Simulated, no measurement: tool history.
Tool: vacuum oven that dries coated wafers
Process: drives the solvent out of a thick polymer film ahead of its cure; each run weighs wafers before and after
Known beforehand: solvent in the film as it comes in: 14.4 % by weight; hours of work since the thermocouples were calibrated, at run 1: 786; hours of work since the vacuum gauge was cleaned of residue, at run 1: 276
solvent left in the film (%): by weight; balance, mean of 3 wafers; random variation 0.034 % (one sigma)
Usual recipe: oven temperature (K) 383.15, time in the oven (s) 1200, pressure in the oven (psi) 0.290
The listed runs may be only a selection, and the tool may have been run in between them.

| run | hour | oven temperature (K) | time in the oven (s) | pressure in the oven (psi) | hours of work since the thermocouples were calibrated | hours of work since the vacuum gauge was cleaned of residue | solvent left in the film (%) |
|---|---|---|---|---|---|---|---|
| 1 | 0.0 | 383.15 | 1200 | 0.290 | 786 | 276 | 3.13 |
|  | 18.4 | oven's thermocouples calibrated |
| 2 | 18.4 | 383.15 | 1200 | 0.290 | 0 | 287 | 2.82 |
| 3 | 30.0 | 383.15 | 1200 | 0.290 | 8 | 294 | 2.82 |
| 4 | 44.8 | 383.15 | 1200 | 0.290 | 18 | 304 | 2.86 |
| 5 | 55.2 | 383.15 | 1200 | 0.290 | 25 | 311 | 2.84 |
| 6 | 65.1 | 383.15 | 1200 | 0.290 | 32 | 318 | 2.83 |
| 7 | 85.0 | 383.15 | 1200 | 0.290 | 45 | 331 | 2.84 |
| 8 | 102.0 | 383.15 | 1800 | 0.290 | 56 | 343 | 1.97 |
| 9 | 119.7 | 383.15 | 1800 | 0.290 | 68 | 355 | 1.91 |
| 10 | 137.0 | 383.15 | 1800 | 0.290 | 80 | 367 | 1.97 |
| 11 | 146.8 | 383.15 | 720 | 0.149 | 87 | 373 | 4.22 |
| 12 | 159.4 | 383.15 | 720 | 0.149 | 95 | 382 | 4.15 |
| 13 | 176.2 | 383.15 | 720 | 0.149 | 106 | 393 | 4.20 |
| 14 | 191.0 | 383.15 | 720 | 0.149 | 116 | 403 | 4.14 |
| 15 | 204.2 | 371.15 | 1380 | 0.258 | 125 | 412 | 4.37 |

Consider 4 possible next runs. They are alternatives, not a sequence: every one starts from the tool as it was left by run 15. What does each give?
| A | 215.2 | 371.15 | 1380 | 0.300 | 133 | 419 | ? |
| B | 215.2 | 371.15 | 1380 | 0.986 | 133 | 419 | ? |
| C | 215.2 | 381.15 | 1800 | 0.329 | 133 | 419 | ? |
| D | 215.2 | 369.15 | 1200 | 0.773 | 133 | 419 | ? |

| run | solvent left in the film (%) |
|---|---|
| A | 4.63 |
| B | 8.36 |
| C | 2.41 |
| D | 8.06 |
The same runs, with their run-to-run variation unchanged, on a tool lacking any hidden condition would have given:
| run | solvent left in the film (%) |
|---|---|
| A | 4.48 |
| B | 8.18 |
| C | 2.29 |
| D | 7.89 |
